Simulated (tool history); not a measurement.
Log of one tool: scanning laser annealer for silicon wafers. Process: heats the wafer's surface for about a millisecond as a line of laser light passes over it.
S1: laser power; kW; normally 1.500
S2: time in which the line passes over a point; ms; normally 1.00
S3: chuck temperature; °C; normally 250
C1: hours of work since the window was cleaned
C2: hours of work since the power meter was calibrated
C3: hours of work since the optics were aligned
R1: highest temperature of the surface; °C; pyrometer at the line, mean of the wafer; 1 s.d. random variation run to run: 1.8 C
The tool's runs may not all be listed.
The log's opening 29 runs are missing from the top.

run 30 hour=1153.9 | S1=1.542 S2=0.82 S3=270 | C1=184 C2=1055 C3=550 | R1=905
run 31 hour=1201.5 | S1=1.567 S2=0.98 S3=277 | C1=203 C2=1074 C3=570 | R1=981
run 32 hour=1242.8 | S1=1.382 S2=0.82 S3=233 | C1=220 C2=1091 C3=586 | R1=803
run 33 hour=1284.6 | S1=1.500 S2=1.17 S3=227 | C1=237 C2=1107 C3=603 | R1=963
run 34 hour=1337.0 | S1=1.500 S2=1.17 S3=227 | C1=258 C2=1129 C3=624 | R1=962
run 35 hour=1379.4 | S1=1.500 S2=1.17 S3=227 | C1=275 C2=1146 C3=642 | R1=960
run 36 hour=1408.4 | S1=1.500 S2=1.17 S3=227 | C1=287 C2=1158 C3=653 | R1=957
run 37 hour=1461.9 | S1=1.449 S2=1.00 S3=250 | C1=309 C2=1179 C3=675 | R1=902
run 38 hour=1492.2 | S1=1.309 S2=1.00 S3=250 | C1=321 C2=1191 C3=687 | R1=841
run 39 hour=1545.7 | S1=1.309 S2=1.00 S3=250 | C1=342 C2=1213 C3=709 | R1=840
run 40 hour=1584.0 | S1=1.327 S2=0.94 S3=279 | C1=358 C2=1228 C3=724 | R1=855
-- hour=1607.5 window over the wafer cleaned
run 41 hour=1637.2 | S1=1.327 S2=0.94 S3=279 | C1=12 C2=1249 C3=745 | R1=875
run 42 hour=1668.0 | S1=1.327 S2=0.94 S3=279 | C1=24 C2=1262 C3=757 | R1=876

3 options for the next run, each taken on its own from the tool as it stands now. Forecast them:
run A hour=1695.2 | S1=1.595 S2=1.22 S3=262 | C1=35 C2=1273 C3=768 | R1=?
run B hour=1695.2 | S1=1.500 S2=1.00 S3=260 | C1=35 C2=1273 C3=768 | R1=?
run C hour=1695.2 | S1=1.305 S2=0.94 S3=279 | C1=35 C2=1273 C3=768 | R1=?

run=A R1=1074
run=B R1=952
run=C R1=867
Without the tool's hidden state the same runs would have given:
run=A R1=1089
run=B R1=965
run=C R1=878
